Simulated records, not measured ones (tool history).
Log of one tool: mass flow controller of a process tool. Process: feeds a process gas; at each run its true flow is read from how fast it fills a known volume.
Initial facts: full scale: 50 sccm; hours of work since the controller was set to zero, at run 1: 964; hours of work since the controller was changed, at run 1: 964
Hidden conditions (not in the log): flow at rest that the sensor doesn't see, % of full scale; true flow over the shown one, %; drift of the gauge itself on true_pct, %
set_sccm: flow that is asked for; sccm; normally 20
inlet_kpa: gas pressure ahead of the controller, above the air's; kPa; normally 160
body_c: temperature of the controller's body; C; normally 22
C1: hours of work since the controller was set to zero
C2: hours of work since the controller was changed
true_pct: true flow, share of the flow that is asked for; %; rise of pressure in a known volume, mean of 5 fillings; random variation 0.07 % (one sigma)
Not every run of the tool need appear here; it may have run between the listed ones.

run 1 hour=0.0 | set_sccm=20 inlet_kpa=160 body_c=22 | C1=964 C2=964 | true_pct=99.26
run 2 hour=104.1 | set_sccm=20 inlet_kpa=160 body_c=22 | C1=1030 C2=1030 | true_pct=99.35
run 3 hour=222.2 | set_sccm=20 inlet_kpa=261 body_c=22 | C1=1105 C2=1105 | true_pct=98.54
run 4 hour=280.7 | set_sccm=20 inlet_kpa=261 body_c=22 | C1=1142 C2=1142 | true_pct=98.60
run 5 hour=355.5 | set_sccm=20 inlet_kpa=160 body_c=22 | C1=1189 C2=1189 | true_pct=99.47
run 6 hour=459.7 | set_sccm=20 inlet_kpa=160 body_c=22 | C1=1255 C2=1255 | true_pct=99.39
run 7 hour=549.0 | set_sccm=20 inlet_kpa=160 body_c=38 | C1=1312 C2=1312 | true_pct=100.37
run 8 hour=664.7 | set_sccm=20 inlet_kpa=160 body_c=27 | C1=1385 C2=1385 | true_pct=99.68
run 9 hour=765.9 | set_sccm=20 inlet_kpa=161 body_c=27 | C1=1449 C2=1449 | true_pct=99.90
run 10 hour=825.7 | set_sccm=20 inlet_kpa=160 body_c=22 | C1=1487 C2=1487 | true_pct=99.75
run 11 hour=947.8 | set_sccm=20 inlet_kpa=160 body_c=22 | C1=1565 C2=1565 | true_pct=99.71
run 12 hour=1046.2 | set_sccm=20 inlet_kpa=160 body_c=22 | C1=1627 C2=1627 | true_pct=99.74
run 13 hour=1124.6 | set_sccm=20 inlet_kpa=160 body_c=22 | C1=1677 C2=1677 | true_pct=99.68
run 14 hour=1210.8 | set_sccm=13 inlet_kpa=249 body_c=26 | C1=1732 C2=1732 | true_pct=99.18
run 15 hour=1323.4 | set_sccm=6 inlet_kpa=153 body_c=22 | C1=1803 C2=1803 | true_pct=100.71
run 16 hour=1458.3 | set_sccm=20 inlet_kpa=258 body_c=22 | C1=1889 C2=1889 | true_pct=99.04
run 17 hour=1526.0 | set_sccm=25 inlet_kpa=248 body_c=38 | C1=1932 C2=1932 | true_pct=100.02
run 18 hour=1607.5 | set_sccm=9 inlet_kpa=235 body_c=24 | C1=1983 C2=1983 | true_pct=99.69
run 19 hour=1729.1 | set_sccm=14 inlet_kpa=170 body_c=34 | C1=2060 C2=2060 | true_pct=100.59
run 20 hour=1792.8 | set_sccm=14 inlet_kpa=170 body_c=34 | C1=2101 C2=2101 | true_pct=100.52
run 21 hour=1850.0 | set_sccm=49 inlet_kpa=170 body_c=34 | C1=2137 C2=2137 | true_pct=101.55
run 22 hour=1929.8 | set_sccm=14 inlet_kpa=160 body_c=33 | C1=2188 C2=2188 | true_pct=100.63
run 23 hour=2051.8 | set_sccm=14 inlet_kpa=160 body_c=33 | C1=2265 C2=2265 | true_pct=100.80
run 24 hour=2167.6 | set_sccm=15 inlet_kpa=175 body_c=28 | C1=2339 C2=2339 | true_pct=100.26

What does the tool deliver on the next run?
run 25 hour=2264.9 | set_sccm=15 inlet_kpa=175 body_c=28 | C1=2400 C2=2400 | true_pct=?

{"run 25": {"true_pct": 100.41}}
With the hidden condition absent and the run-to-run variation left alone, this run would have shown true_pct 98.67 %.
